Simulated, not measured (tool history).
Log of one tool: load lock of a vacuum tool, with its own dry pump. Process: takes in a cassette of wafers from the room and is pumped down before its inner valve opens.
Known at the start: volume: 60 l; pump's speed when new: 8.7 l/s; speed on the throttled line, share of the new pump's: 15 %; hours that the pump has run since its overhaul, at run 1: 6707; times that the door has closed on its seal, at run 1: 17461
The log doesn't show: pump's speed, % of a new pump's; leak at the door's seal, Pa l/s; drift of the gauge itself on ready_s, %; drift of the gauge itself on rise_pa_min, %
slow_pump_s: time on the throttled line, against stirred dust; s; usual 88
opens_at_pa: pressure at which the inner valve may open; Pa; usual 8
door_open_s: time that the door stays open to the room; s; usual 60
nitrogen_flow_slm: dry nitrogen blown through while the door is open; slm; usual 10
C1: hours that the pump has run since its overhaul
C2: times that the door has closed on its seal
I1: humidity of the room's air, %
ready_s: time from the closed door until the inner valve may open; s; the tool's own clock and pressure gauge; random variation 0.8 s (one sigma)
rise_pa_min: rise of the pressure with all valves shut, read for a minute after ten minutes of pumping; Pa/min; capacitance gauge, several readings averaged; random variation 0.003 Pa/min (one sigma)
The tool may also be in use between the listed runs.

Run 1, hour 0.0: usual settings; C1 6707; C2 17461; I1 43.7. Result: ready_s 150.8 s, rise_pa_min 0.051 Pa/min.
Run 2, hour 69.6: usual settings; C1 6777; C2 17728; I1 43.0. Result: ready_s 150.4 s, rise_pa_min 0.049 Pa/min.
Run 3, hour 156.9: usual settings; C1 6864; C2 18064; I1 42.0. Result: ready_s 149.7 s, rise_pa_min 0.049 Pa/min.
Run 4, hour 216.4: usual settings but nitrogen_flow_slm 5 slm; C1 6923; C2 18293; I1 43.5. Result: ready_s 151.7 s, rise_pa_min 0.060 Pa/min.
Run 5, hour 310.1: usual settings but door_open_s 39 s; C1 7017; C2 18654; I1 41.5. Result: ready_s 152.1 s, rise_pa_min 0.046 Pa/min.
Run 6, hour 363.9: usual settings but door_open_s 39 s; C1 7071; C2 18861; I1 50.2. Result: ready_s 151.4 s, rise_pa_min 0.054 Pa/min.
Run 7, hour 455.6: usual settings but door_open_s 39 s; C1 7163; C2 19213; I1 43.2. Result: ready_s 151.0 s, rise_pa_min 0.052 Pa/min.
Run 8, hour 512.8: usual settings but door_open_s 39 s; C1 7220; C2 19434; I1 44.5. Result: ready_s 152.7 s, rise_pa_min 0.056 Pa/min.
Run 9, hour 565.7: usual settings but opens_at_pa 10 Pa, door_open_s 39 s; C1 7273; C2 19637; I1 46.0. Result: ready_s 148.0 s, rise_pa_min 0.054 Pa/min.
Run 10, hour 684.0: usual settings but opens_at_pa 10 Pa, door_open_s 39 s; C1 7391; C2 20092; I1 42.8. Result: ready_s 148.9 s, rise_pa_min 0.061 Pa/min.
Run 11, hour 787.6: usual settings but slow_pump_s 62 s, opens_at_pa 9 Pa, door_open_s 39 s; C1 7495; C2 20491; I1 44.5. Result: ready_s 129.9 s, rise_pa_min 0.058 Pa/min.
Run 12, hour 847.9: usual settings but slow_pump_s 83 s, opens_at_pa 9 Pa, door_open_s 204 s, nitrogen_flow_slm 40 slm; C1 7555; C2 20723; I1 48.2. Result: ready_s 146.1 s, rise_pa_min 0.049 Pa/min.
Run 13, hour 918.9: usual settings but slow_pump_s 83 s, opens_at_pa 9 Pa, door_open_s 204 s, nitrogen_flow_slm 40 slm; C1 7626; C2 20996; I1 46.5. Result: ready_s 146.8 s, rise_pa_min 0.055 Pa/min.
Run 14, hour 989.3: usual settings but slow_pump_s 111 s, opens_at_pa 9 Pa, door_open_s 47 s, nitrogen_flow_slm 5 slm; C1 7696; C2 21267; I1 45.4. Result: ready_s 170.4 s, rise_pa_min 0.067 Pa/min.
Run 15, hour 1042.7: usual settings but slow_pump_s 111 s, opens_at_pa 9 Pa, door_open_s 47 s, nitrogen_flow_slm 5 slm; C1 7750; C2 21472; I1 46.3. Result: ready_s 168.8 s, rise_pa_min 0.066 Pa/min.
Run 16, hour 1145.6: usual settings but slow_pump_s 111 s, opens_at_pa 9 Pa, door_open_s 47 s, nitrogen_flow_slm 5 slm; C1 7853; C2 21868; I1 44.7. Result: ready_s 170.0 s, rise_pa_min 0.069 Pa/min.
Run 17, hour 1258.8: usual settings but slow_pump_s 62 s, opens_at_pa 10 Pa, nitrogen_flow_slm 45 slm; C1 7966; C2 22303; I1 44.0. Result: ready_s 130.0 s, rise_pa_min 0.048 Pa/min.
Run 18, hour 1327.9: usual settings but slow_pump_s 62 s, opens_at_pa 10 Pa, nitrogen_flow_slm 45 slm; C1 8035; C2 22569; I1 45.5. Result: ready_s 130.7 s, rise_pa_min 0.050 Pa/min.
Run 19, hour 1450.0: usual settings but slow_pump_s 62 s, door_open_s 72 s, nitrogen_flow_slm 45 slm; C1 8157; C2 23039; I1 44.3. Result: ready_s 133.2 s, rise_pa_min 0.055 Pa/min.
Run 20, hour 1500.0: usual settings but slow_pump_s 140 s, opens_at_pa 14 Pa, door_open_s 56 s, nitrogen_flow_slm 17 slm; C1 8207; C2 23231; I1 48.6. Result: ready_s 190.2 s, rise_pa_min 0.059 Pa/min.

Forecast each of these 3 alternatives for the next run:
Run A, hour 1554.5: usual settings but slow_pump_s 101 s, nitrogen_flow_slm 5 slm; C1 8261; C2 23441; I1 43.0. Result: ready_s ?, rise_pa_min ?.
Run B, hour 1554.5: usual settings but slow_pump_s 66 s, opens_at_pa 14 Pa, nitrogen_flow_slm 38 slm; C1 8261; C2 23441; I1 44.6. Result: ready_s ?, rise_pa_min ?.
Run C, hour 1554.5: usual settings but door_open_s 78 s; C1 8261; C2 23441; I1 43.4. Result: ready_s ?, rise_pa_min ?.

run  ready_s  rise_pa_min
  A    164.0        0.065
  B    131.5        0.055
  C    152.6        0.065
Without the tool's hidden state the same runs would have given:
run  ready_s  rise_pa_min
  A    151.2        0.026
  B    118.5        0.015
  C    139.6        0.026

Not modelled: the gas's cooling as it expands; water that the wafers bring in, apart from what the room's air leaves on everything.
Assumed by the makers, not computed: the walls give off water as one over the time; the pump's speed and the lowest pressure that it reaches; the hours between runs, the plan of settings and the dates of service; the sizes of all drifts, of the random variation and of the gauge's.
